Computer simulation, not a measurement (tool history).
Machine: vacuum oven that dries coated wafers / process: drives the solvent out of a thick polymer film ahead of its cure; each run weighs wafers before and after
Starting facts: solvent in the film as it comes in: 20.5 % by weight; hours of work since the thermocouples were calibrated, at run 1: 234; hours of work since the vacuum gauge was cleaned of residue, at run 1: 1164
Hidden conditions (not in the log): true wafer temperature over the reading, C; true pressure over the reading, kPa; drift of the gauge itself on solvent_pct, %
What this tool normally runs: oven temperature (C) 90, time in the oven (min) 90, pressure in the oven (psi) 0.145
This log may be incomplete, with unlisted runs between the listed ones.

run    hour  oven temperature (C)  time in the oven (min)  pressure in the oven (psi)  hours of work since the thermocouples were calibrated  hours of work since the vacuum gauge was cleaned of residue  solvent left in the film (%)
  1       0                    90                      90                       0.145                                                    234                                                         1164                          2.99
  2    99.8                    90                      90                       0.145                                                    298                                                         1228                          3.15
  3   203.1                    90                      90                       0.145                                                    365                                                         1295                          3.06
  4   287.8                    90                      90                       0.145                                                    419                                                         1350                          3.11
  5   388.9                    90                      90                       0.145                                                    485                                                         1415                          3.07
  6   475.1                    90                      88                       0.145                                                    540                                                         1470                          3.24
  7   541.3                    90                      88                       0.145                                                    583                                                         1513                          3.29
      571.3  -- vacuum gauge cleaned of residue and calibrated
  8   631.8                    90                      90                       0.395                                                    640                                                           39                          4.01
  9   701.9                    90                      90                       0.395                                                    685                                                           84                          3.98
 10   773.3                    90                      90                       0.395                                                    732                                                          130                          4.12
 11   833.4                    90                      90                       0.145                                                    770                                                          169                          3.11
 12   899.5                    90                      68                       0.145                                                    813                                                          212                           4.6
 13  1033.3                    90                      68                       0.145                                                    899                                                          298                           4.7
 14  1093.3                    90                      68                       0.145                                                    938                                                          337                          4.75
 15  1164.1                    90                      68                       0.145                                                    984                                                          382                          4.77
 16  1296.8                    90                      90                       0.145                                                   1069                                                          468                          3.31
 17  1413.2                    90                      90                       0.293                                                   1144                                                          543                             4
 18  1527.4                    90                      90                       0.145                                                   1218                                                          617                          3.43
     1572.5  -- oven's thermocouples calibrated
 19  1642.3                    90                      90                        0.54                                                     45                                                          689                          4.36
 20  1756.6                    90                      90                        0.54                                                    119                                                          763                          4.53
 21  1840.7                    90                      90                        0.54                                                    173                                                          817                          4.48
 22  1963.2                    90                      90                       0.145                                                    252                                                          896                          3.07
 23  2028.6                    90                      90                       0.145                                                    294                                                          939                          3.03
 24  2082.8                    90                      90                       0.145                                                    329                                                          974                          3.16
 25  2199.7                    91                      86                       0.161                                                    405                                                         1049                          3.09
 26  2264.1                    90                     127                       0.334                                                    446                                                         1090                           2.6
 27  2369.3                    98                      90                       0.302                                                    514                                                         1158                          1.85
 28  2463.2                    98                      90                       0.302                                                    574                                                         1219                          1.77
 29    2544                    90                      90                       0.135                                                    627                                                         1271                           3.1
 30  2643.3                    90                      90                       0.135                                                    691                                                         1335                          3.27
 31  2721.1                    90                     100                       0.116                                                    741                                                         1385                          2.64
 32  2820.2                    78                      78                       0.328                                                    805                                                         1449                          9.38
 33  2893.4                    78                      78                       0.328                                                    852                                                         1496                           9.2
     2947.6  -- vacuum gauge cleaned of residue and calibrated
 34    3002                    94                     110                       0.354                                                    921                                                           35                           2.3
 35  3107.3                    90                      68                       0.096                                                    989                                                          103                          4.69
 36  3200.4                    90                      69                       0.344                                                   1049                                                          163                          5.37
 37    3306                    90                     161                       0.377                                                   1117                                                          231                          2.29
 38  3413.9                    97                     107                        0.16                                                   1187                                                          301                          1.33
 39  3490.6                    97                     107                        0.16                                                   1236                                                          350                          1.18
     3511.1  -- oven's thermocouples calibrated
 40  3616.7                    85                      59                       0.264                                                     68                                                          430                          7.56
 41  3694.2                    85                      59                         0.5                                                    118                                                          480                          8.31
 42  3765.4                    85                      59                         0.5                                                    164                                                          526                          8.24
 43  3833.4                    90                      89                       0.128                                                    208                                                          570                          3.12
 44  3894.5                    90                      89                       0.128                                                    247                                                          609                          3.11
 45  3995.7                    90                      89                       0.128                                                    313                                                          675                          3.16
 46  4105.1                    77                      90                       0.125                                                    383                                                          745                          7.84
 47  4232.8                    77                      90                       0.125                                                    465                                                          828                          7.89

The same runs without the tool's hidden state, with the same run-to-run variation:
run  solvent left in the film (%)
  1                          2.84
  2                          2.97
  3                          2.84
  4                          2.87
  5                           2.8
  6                          2.94
  7                          2.97
  8                          3.76
  9                          3.71
 10                          3.82
 11                          2.81
 12                          4.23
 13                          4.27
 14                          4.29
 15                          4.29
 16                          2.84
 17                          3.47
 18                          2.89
 19                          4.26
 20                          4.39
 21                          4.32
 22                          2.87
 23                          2.81
 24                          2.92
 25                          2.82
 26                          2.34
 27                          1.64
 28                          1.53
 29                          2.72
 30                          2.83
 31                          2.22
 32                          8.75
 33                          8.54
 34                          2.03
 35                          4.15
 36                          4.79
 37                          1.99
 38                          1.08
 39                          0.91
 40                          7.37
 41                          8.08
 42                          7.99
 43                           2.9
 44                          2.87
 45                          2.88
 46                          7.42
 47                          7.42
